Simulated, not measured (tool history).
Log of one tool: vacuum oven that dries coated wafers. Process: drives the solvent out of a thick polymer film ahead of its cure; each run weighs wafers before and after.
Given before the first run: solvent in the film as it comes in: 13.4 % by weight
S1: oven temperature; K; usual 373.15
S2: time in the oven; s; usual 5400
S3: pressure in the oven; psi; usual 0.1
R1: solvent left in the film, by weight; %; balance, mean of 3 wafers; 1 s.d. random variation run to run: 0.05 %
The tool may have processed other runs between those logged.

run 1 day=0.000 | S1=373.15 S2=5400 S3=0.1 | R1=0.88
run 2 day=1.304 | S1=373.15 S2=5400 S3=0.1 | R1=0.81
run 3 day=2.683 | S1=373.15 S2=5400 S3=0.1 | R1=0.88
run 4 day=4.129 | S1=373.15 S2=5400 S3=0.1 | R1=0.96
run 5 day=5.200 | S1=373.15 S2=8520 S3=0.1 | R1=0.63
run 6 day=5.992 | S1=373.15 S2=8520 S3=0.1 | R1=0.51
run 7 day=7.108 | S1=379.15 S2=7440 S3=0.1 | R1=0.43

Run 8 is up next; what results do you expect?
run 8 day=8.625 | S1=366.15 S2=9540 S3=0.1 | R1=?

{"run 8": {"R1": 0.94}}
If the tool had no hidden condition, the same run with the same run-to-run variation would have returned R1 0.93 %.
